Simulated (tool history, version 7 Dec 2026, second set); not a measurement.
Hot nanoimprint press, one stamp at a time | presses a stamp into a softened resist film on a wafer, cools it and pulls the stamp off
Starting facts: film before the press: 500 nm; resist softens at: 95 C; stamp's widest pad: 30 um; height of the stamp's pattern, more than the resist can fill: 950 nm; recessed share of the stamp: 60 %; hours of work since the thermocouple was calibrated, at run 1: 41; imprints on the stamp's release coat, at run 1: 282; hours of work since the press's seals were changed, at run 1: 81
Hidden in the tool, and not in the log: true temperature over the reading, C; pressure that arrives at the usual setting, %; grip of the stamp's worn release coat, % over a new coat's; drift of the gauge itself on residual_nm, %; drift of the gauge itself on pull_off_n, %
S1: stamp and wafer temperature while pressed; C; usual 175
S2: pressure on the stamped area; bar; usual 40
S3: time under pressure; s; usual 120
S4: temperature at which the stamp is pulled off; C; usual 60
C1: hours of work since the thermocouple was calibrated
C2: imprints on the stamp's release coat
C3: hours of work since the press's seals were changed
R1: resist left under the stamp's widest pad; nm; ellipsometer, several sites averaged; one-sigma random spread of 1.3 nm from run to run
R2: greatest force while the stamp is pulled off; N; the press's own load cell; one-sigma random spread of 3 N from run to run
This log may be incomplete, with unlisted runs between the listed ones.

run	hour	S1	S2	S3	S4	C1	C2	C3	R1	R2
1	0	175	40	120	60	41	282	81	246.1	142
2	32.4	175	27.4	120	60	60	411	100	294.1	146
3	53.9	175	27.4	120	60	72	497	112	293.4	145
4	91.7	175	27.4	120	60	94	648	134	293.6	149
5	123.4	175	27.4	120	60	112	774	152	293.7	144
6	142.4	175	33.5	120	60	123	850	163	269.4	142
7	172.3	175	33.5	120	60	140	970	180	267.7	145
8	210.2	175	33.5	120	60	162	1121	202	269.4	147
9	248.8	175	33.5	120	60	185	1275	225	268.9	144
10	281.3	175	33.5	120	60	203	1404	243	269.6	142
11	309.9	175	33.5	120	60	220	1518	260	270.8	149
12	329.8	175	33.5	120	60	231	1598	271	270.4	147
13	356.5	175	31.3	120	60	247	1704	287	278.8	141
14	381	175	31.3	120	60	261	1802	301	279	146
15	405.8	175	40	107	60	275	1901	315	258.4	138
# hour 418: stamp cleaned and given a new release coat
16	445.2	175	40	107	60	295	108	335	257.1	144
# hour 453: plate thermocouple calibrated
17	469.6	175	40	107	60	10	194	347	259.4	147
18	500.9	168	40	110	60	28	319	365	300.6	146
19	522.4	175	40.2	120	48	40	405	377	251.3	177
20	539.6	174	34.9	120	60	50	473	387	273.5	144
21	562.3	174	34.9	120	60	63	564	400	273.7	146
22	596.1	174	34.9	120	60	83	698	420	272.9	140
23	619.1	174	34.9	120	52	96	790	433	270.5	167
24	657	175	31.2	132	48	118	942	455	275.7	172
25	678	164	40	107	60	130	1025	467	330.1	140
26	708.6	168	44.4	228	63	148	1147	485	225.4	132
27	732.8	175	40	99	60	162	1244	499	269	143
28	762.2	177	40	99	60	179	1361	516	258.4	146
29	798.5	186	40	105	60	200	1506	537	206.9	146

Each row is a separate what-if for the run after 29, all from the same tool condition, not one after another. Results?
A	829.3	186	63.6	139	64	217	1629	555	?	?
B	829.3	175	26.2	120	47	217	1629	555	?	?
C	829.3	175	31.4	120	60	217	1629	555	?	?
D	829.3	186	51.7	237	62	217	1629	555	?	?
E	829.3	175	55.7	102	60	217	1629	555	?	?

run	R1	R2
A	144.9	134
B	307	173
C	282.7	152
D	132.9	138
E	227.3	147
What these runs would have given with no unlogged condition in the tool:
run	R1	R2
A	141	132
B	299.3	171
C	275.5	150
D	129.4	136
E	221.3	145
